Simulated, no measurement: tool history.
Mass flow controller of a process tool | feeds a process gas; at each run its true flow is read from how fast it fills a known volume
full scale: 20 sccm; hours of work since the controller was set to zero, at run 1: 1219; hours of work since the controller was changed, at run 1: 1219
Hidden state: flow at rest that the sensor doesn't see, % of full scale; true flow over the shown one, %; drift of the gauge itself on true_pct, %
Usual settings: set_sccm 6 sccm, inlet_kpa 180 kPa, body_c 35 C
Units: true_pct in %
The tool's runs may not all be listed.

run      day  set_sccm  inlet_kpa  body_c  hours of work since the controller was set to zero  hours of work since the controller was changed  true_pct
  1    0.000         6        180      35                                                1219                                            1219     99.25
  2    9.483         6        180      28                                                1315                                            1315     99.44
  3   14.879         6        180      35                                                1370                                            1370     99.00
  4   18.900         6        180      35                                                1410                                            1410     99.02
  5   25.808         6        180      35                                                1481                                            1481     98.82
  6   30.842         6        180      35                                                1532                                            1532     98.74
  7   36.929         6        180      35                                                1593                                            1593     98.75
  8   43.388         6        180      35                                                1659                                            1659     98.49
  9   52.688         6        180      27                                                1753                                            1753     98.91
 10   59.462         8        272      29                                                1822                                            1822     98.06
 11   65.254         8        272      29                                                1880                                            1880     98.12
 12   72.708         8        272      29                                                1956                                            1956     98.00
 13   78.546         8        174      22                                                2015                                            2015     98.83
 14   84.525         8        174      22                                                2076                                            2076     98.76
 15   92.054         8        174      22                                                2152                                            2152     98.52
 16  100.754         7        239      26                                                2240                                            2240     97.73
 17  107.358        14        157      26                                                2307                                            2307     98.56
 18  111.462        14        234      24                                                2349                                            2349     98.19

The same runs without the tool's hidden state, with the same run-to-run variation:
run  true_pct
  1     99.25
  2     99.56
  3     99.20
  4     99.27
  5     99.17
  6     99.16
  7     99.25
  8     99.08
  9     99.62
 10     98.87
 11     99.01
 12     98.98
 13     99.90
 14     99.92
 15     99.78
 16     99.10
 17    100.04
 18     99.72

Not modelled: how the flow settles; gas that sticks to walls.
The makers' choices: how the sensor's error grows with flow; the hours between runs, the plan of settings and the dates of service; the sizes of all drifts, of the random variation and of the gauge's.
